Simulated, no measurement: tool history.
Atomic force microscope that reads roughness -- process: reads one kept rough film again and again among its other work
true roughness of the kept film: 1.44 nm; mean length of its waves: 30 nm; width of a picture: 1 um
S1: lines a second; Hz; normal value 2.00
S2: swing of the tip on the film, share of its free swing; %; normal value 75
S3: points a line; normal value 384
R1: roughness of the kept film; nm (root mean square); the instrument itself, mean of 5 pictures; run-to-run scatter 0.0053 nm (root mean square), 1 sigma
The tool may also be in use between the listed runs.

run	hour	S1	S2	S3	R1
1	0.0	2.00	75	384	1.119
2	34.2	2.00	75	384	1.133
3	64.9	2.00	75	384	1.157
4	102.7	2.00	75	384	1.074
5	125.2	2.00	75	384	1.126
6	155.2	2.00	75	384	1.162
7	180.6	2.00	75	384	1.099
8	197.7	2.00	75	384	1.162
9	218.0	2.00	75	384	1.114
10	244.5	2.78	56	808	1.249
11	282.1	2.78	56	808	1.165
12	310.0	0.71	87	521	1.182
13	330.7	2.87	64	521	1.115

Not shown: 8 entries that the log had between the listed runs. Between which runs, and how does the tool's hidden state differ before and after?
Run 1 -> run 2: new tip fitted (hour 19.9)
  radius of the tip, nm: 17.9 -> 15.4; height scale over the true one, %: 0 -> -0.01
  measured less the result without the state, R1: -0.052 -> -0.036 nm (root mean square)
Run 2 -> run 3: new tip fitted (hour 64.0)
  radius of the tip, nm: 15.4 -> 10.4; height scale over the true one, %: -0.01 -> -0.02
  measured less the result without the state, R1: -0.036 -> -0.003 nm (root mean square)
Run 4 -> run 5: new tip fitted (hour 109.9)
  radius of the tip, nm: 23.7 -> 15.5
  measured less the result without the state, R1: -0.088 -> -0.037 nm (root mean square)
Run 5 -> run 6: new tip fitted (hour 154.2)
  radius of the tip, nm: 15.5 -> 10.9; height scale over the true one, %: -0.03 -> -0.04
  measured less the result without the state, R1: -0.037 -> -0.007 nm (root mean square)
Run 7 -> run 8: new tip fitted (hour 197.7)
  radius of the tip, nm: 19.5 -> 10.6; height scale over the true one, %: -0.05 -> -0.06
  measured less the result without the state, R1: -0.063 -> -0.005 nm (root mean square)
Run 8 -> run 9: height scale calibrated on a step standard (hour 201.8)
  radius of the tip, nm: 10.6 -> 17.1; height scale over the true one, %: -0.06 -> -0.08
  measured less the result without the state, R1: -0.005 -> -0.048 nm (root mean square)
Run 9 -> run 10: new tip fitted (hour 243.9)
  radius of the tip, nm: 17.1 -> 10.6; height scale over the true one, %: -0.08 -> -0.09
  measured less the result without the state, R1: -0.048 -> -0.005 nm (root mean square)
Run 11 -> run 12: new tip fitted (hour 288.9)
  radius of the tip, nm: 24.1 -> 17.1; height scale over the true one, %: -0.1 -> -0.11
  measured less the result without the state, R1: -0.099 -> -0.051 nm (root mean square)

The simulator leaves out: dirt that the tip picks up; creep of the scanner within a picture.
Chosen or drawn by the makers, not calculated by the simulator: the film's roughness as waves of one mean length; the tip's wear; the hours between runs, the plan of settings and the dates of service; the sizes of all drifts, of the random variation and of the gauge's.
